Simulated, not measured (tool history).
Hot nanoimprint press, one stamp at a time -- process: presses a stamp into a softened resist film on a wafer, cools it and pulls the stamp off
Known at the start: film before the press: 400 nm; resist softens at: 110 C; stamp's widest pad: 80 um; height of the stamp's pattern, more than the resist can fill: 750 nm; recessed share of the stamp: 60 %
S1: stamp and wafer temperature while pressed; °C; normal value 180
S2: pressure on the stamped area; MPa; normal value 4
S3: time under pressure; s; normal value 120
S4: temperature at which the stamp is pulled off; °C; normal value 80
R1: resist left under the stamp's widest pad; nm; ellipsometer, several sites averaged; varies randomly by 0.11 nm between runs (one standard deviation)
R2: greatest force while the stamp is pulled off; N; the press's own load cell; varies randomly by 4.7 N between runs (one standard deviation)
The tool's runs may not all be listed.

run,hour,S1,S2,S3,S4,R1,R2
1,0,180,4,120,80,140.4,236
2,8.2,180,4,75,80,165.5,243
3,14,180,4,75,80,165.4,242
4,22.3,180,4,75,80,165.6,245
5,29.1,180,4,120,80,140.4,245
6,39.8,180,3.11,120,80,161.9,243
7,46,174,3.11,120,80,192.1,253
8,51.7,180,4,120,80,140.4,250
9,57.3,180,4,120,80,140.6,255
10,62.8,180,4,120,80,140.5,255
11,72.4,180,4,120,79,140.4,259
12,81.7,180,4.52,120,80,130.8,257
13,90.5,180,4.52,120,80,131,259
14,99.2,180,4.52,120,80,130.9,263
15,105.4,180,4.52,120,80,130.8,262
16,115,180,4,163,80,125.8,279
17,125.4,180,4,163,80,125.9,276
# hour 129.3: plate thermocouple calibrated
18,138.4,176,5.96,163,66,111.8,298
# hour 151: plate thermocouple calibrated, once more
19,151.2,176,5.46,163,66,120.7,302
20,158.5,176,5.46,163,66,120.8,305
21,165.9,175,2.91,165,80,176.8,284
22,172.7,187,4.58,204,83,89.2,289
23,177.6,187,4.58,204,83,89.2,282
24,186.2,187,4.58,204,83,89,287
25,193.1,181,4,148,84,128.8,293
26,204.3,180,4,120,66,142.9,314
27,214.3,180,4,120,66,142.9,318
28,221.6,180,4,120,82,142.8,294
29,233,172,4.54,99,72,180.6,317

Predict each of these 4 candidate next runs independently; none follows another, all start after run 29:
A,240.7,169,4,120,84,?,?
B,240.7,184,4,120,66,?,?
C,240.7,180,4,120,73,?,?
D,240.7,172,2.79,99,72,?,?

run,R1,R2
A,198.4,307
B,127.5,339
C,142.7,320
D,230.7,317
Without the tool's hidden state the same runs would have given:
run,R1,R2
A,195.4,231
B,125.5,255
C,140.4,241
D,228.3,239
